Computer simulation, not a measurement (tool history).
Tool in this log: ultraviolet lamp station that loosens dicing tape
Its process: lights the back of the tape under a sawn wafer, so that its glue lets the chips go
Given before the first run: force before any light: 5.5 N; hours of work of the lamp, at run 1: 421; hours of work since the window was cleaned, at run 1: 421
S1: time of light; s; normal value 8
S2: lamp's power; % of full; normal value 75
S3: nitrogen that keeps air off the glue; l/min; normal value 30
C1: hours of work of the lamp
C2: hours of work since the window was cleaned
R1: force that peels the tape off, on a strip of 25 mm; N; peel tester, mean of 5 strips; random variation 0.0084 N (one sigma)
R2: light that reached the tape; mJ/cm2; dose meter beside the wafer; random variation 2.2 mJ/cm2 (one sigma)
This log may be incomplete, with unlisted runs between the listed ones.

| run | day | S1 | S2 | S3 | C1 | C2 | R1 | R2 |
|---|---|---|---|---|---|---|---|---|
| 1 | 0.000 | 8 | 75 | 30 | 421 | 421 | 0.644 | 134 |
| 2 | 2.325 | 8 | 75 | 16 | 456 | 456 | 1.014 | 131 |
| 3 | 4.600 | 8 | 92 | 16 | 491 | 491 | 0.740 | 152 |
| 4 | 6.871 | 8 | 75 | 30 | 525 | 525 | 0.737 | 121 |
| 5 | 9.050 | 11 | 75 | 30 | 558 | 558 | 0.469 | 159 |
| 6 | 11.717 | 8 | 84 | 30 | 599 | 599 | 0.723 | 123 |
|  | 13.346 | window cleaned of glue's vapour |
|  | 14.329 | lamp changed |
| 7 | 14.467 | 8 | 84 | 30 | 2 | 16 | 0.579 | 145 |
| 8 | 17.404 | 8 | 84 | 30 | 47 | 61 | 0.634 | 135 |
| 9 | 20.204 | 8 | 84 | 30 | 89 | 103 | 0.650 | 137 |
| 10 | 23.212 | 8 | 84 | 30 | 135 | 149 | 0.694 | 128 |
| 11 | 24.546 | 8 | 84 | 30 | 155 | 169 | 0.750 | 123 |
|  | 26.146 | window cleaned of glue's vapour, once more |
| 12 | 27.308 | 8 | 84 | 30 | 196 | 18 | 0.355 | 192 |
| 13 | 28.971 | 8 | 75 | 44 | 221 | 43 | 0.377 | 169 |
| 14 | 30.596 | 8 | 75 | 44 | 246 | 67 | 0.356 | 165 |
| 15 | 32.992 | 7 | 75 | 30 | 282 | 104 | 0.615 | 140 |
| 16 | 34.354 | 7 | 75 | 30 | 303 | 124 | 0.619 | 140 |
| 17 | 37.175 | 7 | 75 | 30 | 346 | 167 | 0.680 | 134 |
| 18 | 39.179 | 7 | 75 | 30 | 376 | 197 | 0.724 | 130 |
| 19 | 41.017 | 8 | 75 | 30 | 404 | 225 | 0.581 | 147 |
| 20 | 42.504 | 8 | 75 | 30 | 426 | 248 | 0.602 | 140 |
| 21 | 44.025 | 8 | 75 | 30 | 450 | 271 | 0.667 | 137 |
| 22 | 45.804 | 8 | 75 | 30 | 476 | 298 | 0.645 | 136 |
| 23 | 48.375 | 8 | 90 | 12 | 515 | 337 | 0.899 | 155 |
| 24 | 49.650 | 8 | 70 | 30 | 535 | 356 | 0.808 | 120 |
| 25 | 52.217 | 13 | 91 | 23 | 574 | 395 | 0.285 | 239 |
| 26 | 54.554 | 6 | 87 | 30 | 609 | 430 | 1.004 | 106 |
|  | 56.533 | lamp changed |
| 27 | 57.012 | 5 | 75 | 30 | 7 | 467 | 1.006 | 103 |
| 28 | 58.450 | 5 | 75 | 15 | 29 | 489 | 1.477 | 100 |
| 29 | 59.696 | 9 | 93 | 17 | 48 | 508 | 0.380 | 225 |
| 30 | 61.500 | 9 | 93 | 17 | 75 | 535 | 0.391 | 216 |
| 31 | 64.108 | 8 | 71 | 13 | 115 | 574 | 0.981 | 144 |
| 32 | 66.900 | 8 | 71 | 13 | 157 | 617 | 0.982 | 136 |
|  | 67.408 | window cleaned of glue's vapour |
| 33 | 69.050 | 8 | 71 | 13 | 189 | 25 | 0.756 | 164 |
| 34 | 71.288 | 7 | 95 | 30 | 223 | 59 | 0.367 | 185 |
| 35 | 74.121 | 7 | 95 | 30 | 266 | 102 | 0.394 | 181 |
| 36 | 76.162 | 5 | 75 | 21 | 297 | 133 | 1.315 | 103 |
| 37 | 79.021 | 5 | 75 | 21 | 340 | 176 | 1.305 | 97 |
| 38 | 80.450 | 5 | 75 | 21 | 362 | 198 | 1.415 | 93 |
| 39 | 83.133 | 5 | 75 | 21 | 403 | 238 | 1.425 | 91 |
| 40 | 85.675 | 5 | 75 | 21 | 441 | 277 | 1.521 | 86 |
| 41 | 87.083 | 5 | 66 | 40 | 462 | 298 | 1.431 | 75 |
| 42 | 89.979 | 4 | 75 | 21 | 506 | 342 | 2.045 | 65 |
| 43 | 91.546 | 8 | 68 | 14 | 530 | 366 | 1.270 | 116 |
| 44 | 94.438 | 8 | 68 | 14 | 574 | 409 | 1.366 | 109 |

Below, some changes in R1 between adjacent runs. For each, the amount present without the hidden state too (settings, incoming material, random variation) and the amount remaining for the hidden state with gauge scatter not shared by both compared results:
The hidden state here: lamp's light, % of a new lamp's; light that the window lets through, % of a clean one's; drift of the gauge itself on peel_n, %; drift of the gauge itself on dose_mj_cm2, %.
Run 11 -> 12: window cleaned of glue's vapour, once more. R1 -0.395 N: hidden state -0.401, all else +0.006.
Run 24 -> 25: S1 8 -> 13, S2 70 -> 91, S3 30 -> 23. R1 -0.523 N: hidden state -0.343, all else -0.180.
Run 25 -> 26: S1 13 -> 6, S2 91 -> 87, S3 23 -> 30. R1 +0.719 N: hidden state +0.492, all else +0.227.
Run 28 -> 29: S1 5 -> 9, S2 75 -> 93, S3 15 -> 17. R1 -1.097 N: hidden state -0.233, all else -0.864.
Run 35 -> 36: S1 7 -> 5, S2 95 -> 75, S3 30 -> 21. R1 +0.921 N: hidden state +0.257, all else +0.664.
Run 42 -> 43: S1 4 -> 8, S2 75 -> 68, S3 21 -> 14. R1 -0.775 N: hidden state -0.142, all else -0.633.
